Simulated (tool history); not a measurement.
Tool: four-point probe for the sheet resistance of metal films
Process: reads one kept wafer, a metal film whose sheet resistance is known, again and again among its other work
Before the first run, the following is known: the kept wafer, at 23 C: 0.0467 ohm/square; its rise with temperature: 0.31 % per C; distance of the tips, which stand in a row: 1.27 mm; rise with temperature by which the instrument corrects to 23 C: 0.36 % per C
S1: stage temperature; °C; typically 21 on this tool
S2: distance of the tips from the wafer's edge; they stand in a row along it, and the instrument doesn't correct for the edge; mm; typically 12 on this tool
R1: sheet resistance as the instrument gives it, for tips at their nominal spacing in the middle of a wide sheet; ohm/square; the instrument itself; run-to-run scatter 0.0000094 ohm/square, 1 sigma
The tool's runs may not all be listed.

run   hour  S1  S2        R1
  1      0  21  12  0.046927
  2   42.6  21  12  0.046927
  3  102.1  33  12  0.046619
  4  150.3  21  43  0.046647
  5  195.4  21  12  0.046925
  6    250  21  12   0.04689
  7  293.1  26  12  0.046771
  8  335.2  19  12  0.046917
  9    398  35  61  0.046252
 10  453.7  26   3  0.050537
 11  478.9  19   7  0.047448
 12  509.4  29   6  0.047467
 13  550.5  22  19  0.046671
 14  582.4  22   4  0.048933
 15  623.9  26   8  0.047061

4 ways to go on from here, each from the tool as it stands after run 15. What would each give?
  A   685  20   8   ?
  B   685  21  24   ?
  C   685  26   5   ?
  D   685  21  19   ?

run        R1
  A  0.047211
  B  0.046635
  C  0.047989
  D  0.046657
What these runs would have given with no unlogged condition in the tool:
run        R1
  A  0.047409
  B  0.046831
  C   0.04819
  D  0.046854
